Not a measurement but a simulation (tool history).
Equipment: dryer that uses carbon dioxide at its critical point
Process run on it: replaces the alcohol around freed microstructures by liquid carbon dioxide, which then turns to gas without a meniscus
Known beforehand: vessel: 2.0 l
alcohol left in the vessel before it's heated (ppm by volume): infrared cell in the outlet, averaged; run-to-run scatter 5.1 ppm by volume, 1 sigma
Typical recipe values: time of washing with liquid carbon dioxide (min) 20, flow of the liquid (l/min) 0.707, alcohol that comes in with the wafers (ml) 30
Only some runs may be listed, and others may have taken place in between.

run   hour  time of washing with liquid carbon dioxide (min)  flow of the liquid (l/min)  alcohol that comes in with the wafers (ml)  alcohol left in the vessel before it's heated (ppm by volume)
  1      0                                                20                       0.707                                          30                                                            200
  2   28.1                                                20                       0.707                                          30                                                            203
  3   47.8                                                20                       0.707                                          30                                                            205
  4     82                                                20                       0.707                                          30                                                            216
      99.8  -- inlet filter changed
  5  102.2                                                20                       0.707                                         116                                                            379
  6  137.2                                                20                       0.707                                         116                                                            376
  7  155.4                                                20                       0.707                                          24                                                            190
  8  176.3                                                20                       0.707                                          24                                                            201
  9  219.9                                                30                       0.707                                          30                                                            142
 10  260.1                                                30                       0.707                                          30                                                            140
 11  301.2                                                21                       0.707                                          38                                                            213
 12  330.2                                                15                       0.879                                          76                                                            380
 13    359                                                17                       0.879                                          70                                                            272
 14  396.5                                                17                       0.879                                          70                                                            265
 15  416.3                                                17                       0.879                                          70                                                            275
 16  449.1                                                29                       0.492                                          30                                                            250

Expected results for the next run?
 17  475.3                                                23                       0.707                                          27                                                              ?

alcohol left in the vessel before it's heated (ppm by volume): 201
With no hidden state in the tool, this same run would have given alcohol left in the vessel before it's heated (ppm by volume) 27.
